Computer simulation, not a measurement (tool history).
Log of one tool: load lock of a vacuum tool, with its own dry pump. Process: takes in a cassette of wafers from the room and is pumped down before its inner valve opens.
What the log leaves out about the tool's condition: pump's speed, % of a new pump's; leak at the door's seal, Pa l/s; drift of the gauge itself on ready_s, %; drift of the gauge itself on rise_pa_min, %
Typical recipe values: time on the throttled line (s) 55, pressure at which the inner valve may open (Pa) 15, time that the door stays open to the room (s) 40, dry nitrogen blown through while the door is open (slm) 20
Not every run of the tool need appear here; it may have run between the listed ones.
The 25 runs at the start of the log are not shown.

run,day,time on the throttled line (s),pressure at which the inner valve may open (Pa),time that the door stays open to the room (s),dry nitrogen blown through while the door is open (slm),hours that the pump has run since its overhaul,times that the door has closed on its seal,"incoming humidity of the room's air, %",time from the closed door until the inner valve may open (s),rise of the pressure with all valves shut (Pa/min)
26,107.296,44,15,40,14,3732,18533,45.8,91.8,0.026
27,109.729,45,15,90,20,3790,18746,44.8,91.5,0.026
28,114.554,31,15,133,20,3906,19168,43.8,80.2,0.037
29,119.188,31,15,133,20,4017,19574,44.8,81.1,0.037
30,121.800,31,15,133,20,4080,19802,42.6,80.8,0.035
31,124.367,31,15,133,20,4142,20027,46.4,80.8,0.042
32,129.896,55,23,235,20,4274,20511,46.4,95.5,0.046
33,134.679,55,23,235,20,4389,20929,43.8,95.3,0.054
34,138.992,55,23,235,20,4493,21307,43.1,96.8,0.053
35,144.104,55,12,235,20,4615,21754,44.0,100.3,0.049
36,148.238,55,17,66,17,4715,22116,48.0,98.5,0.028
37,152.212,55,17,46,28,4810,22464,44.9,98.7,0.019
38,157.283,55,17,46,28,4932,22908,45.0,98.0,0.018

Consider 3 possible next runs. They are alternatives, not a sequence: every one starts from the tool as it was left by run 38. What does each give?
A,162.838,94,17,46,28,5065,23394,46.5,?,?
B,162.838,38,15,52,20,5065,23394,46.5,?,?
C,162.838,55,24,224,20,5065,23394,46.3,?,?

run,time from the closed door until the inner valve may open (s),rise of the pressure with all valves shut (Pa/min)
A,126.3,0.021
B,85.9,0.019
C,95.8,0.052
Without the tool's hidden state the same runs would have given:
run,time from the closed door until the inner valve may open (s),rise of the pressure with all valves shut (Pa/min)
A,126.3,0.021
B,85.9,0.019
C,95.8,0.051
